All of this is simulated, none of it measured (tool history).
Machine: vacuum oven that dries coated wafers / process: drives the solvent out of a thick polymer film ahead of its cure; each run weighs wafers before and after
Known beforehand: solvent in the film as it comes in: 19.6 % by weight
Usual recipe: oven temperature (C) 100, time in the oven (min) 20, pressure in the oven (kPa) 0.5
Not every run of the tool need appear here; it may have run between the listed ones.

run 1 hour=0 | oven_temperature_(C)=100 time_in_the_oven_(min)=20 pressure_in_the_oven_(kPa)=0.5 | solvent_left_in_the_film_(%)=3.11
run 2 hour=10.4 | oven_temperature_(C)=100 time_in_the_oven_(min)=19 pressure_in_the_oven_(kPa)=0.5 | solvent_left_in_the_film_(%)=3.37
run 3 hour=23.8 | oven_temperature_(C)=100 time_in_the_oven_(min)=19 pressure_in_the_oven_(kPa)=0.5 | solvent_left_in_the_film_(%)=3.31
run 4 hour=30.3 | oven_temperature_(C)=100 time_in_the_oven_(min)=19 pressure_in_the_oven_(kPa)=0.5 | solvent_left_in_the_film_(%)=3.34
run 5 hour=40.6 | oven_temperature_(C)=100 time_in_the_oven_(min)=19 pressure_in_the_oven_(kPa)=0.5 | solvent_left_in_the_film_(%)=3.42
run 6 hour=52.7 | oven_temperature_(C)=100 time_in_the_oven_(min)=19 pressure_in_the_oven_(kPa)=0.5 | solvent_left_in_the_film_(%)=3.38
run 7 hour=64 | oven_temperature_(C)=100 time_in_the_oven_(min)=20 pressure_in_the_oven_(kPa)=0.5 | solvent_left_in_the_film_(%)=3.14
run 8 hour=76.8 | oven_temperature_(C)=100 time_in_the_oven_(min)=20 pressure_in_the_oven_(kPa)=0.5 | solvent_left_in_the_film_(%)=3.13
run 9 hour=84 | oven_temperature_(C)=100 time_in_the_oven_(min)=18 pressure_in_the_oven_(kPa)=0.5 | solvent_left_in_the_film_(%)=3.62
run 10 hour=90.4 | oven_temperature_(C)=100 time_in_the_oven_(min)=20 pressure_in_the_oven_(kPa)=0.5 | solvent_left_in_the_film_(%)=3.01
run 11 hour=102.8 | oven_temperature_(C)=100 time_in_the_oven_(min)=20 pressure_in_the_oven_(kPa)=0.5 | solvent_left_in_the_film_(%)=3.07
run 12 hour=110.8 | oven_temperature_(C)=100 time_in_the_oven_(min)=20 pressure_in_the_oven_(kPa)=0.5 | solvent_left_in_the_film_(%)=3.17
run 13 hour=117.7 | oven_temperature_(C)=100 time_in_the_oven_(min)=20 pressure_in_the_oven_(kPa)=0.5 | solvent_left_in_the_film_(%)=3.21
run 14 hour=129.3 | oven_temperature_(C)=100 time_in_the_oven_(min)=20 pressure_in_the_oven_(kPa)=1.078 | solvent_left_in_the_film_(%)=3.88
run 15 hour=138.6 | oven_temperature_(C)=100 time_in_the_oven_(min)=20 pressure_in_the_oven_(kPa)=0.5 | solvent_left_in_the_film_(%)=3.07
run 16 hour=147.6 | oven_temperature_(C)=100 time_in_the_oven_(min)=20 pressure_in_the_oven_(kPa)=0.815 | solvent_left_in_the_film_(%)=3.46
run 17 hour=156 | oven_temperature_(C)=100 time_in_the_oven_(min)=20 pressure_in_the_oven_(kPa)=0.815 | solvent_left_in_the_film_(%)=3.63

Estimate the outcome of run 18 from the log above:
run 18 hour=168.1 | oven_temperature_(C)=110 time_in_the_oven_(min)=20 pressure_in_the_oven_(kPa)=0.314 | solvent_left_in_the_film_(%)=?

{"run 18": {"solvent left in the film (%)": 0.8}}
Without the tool's hidden state the same run would have given solvent left in the film (%) 0.64.
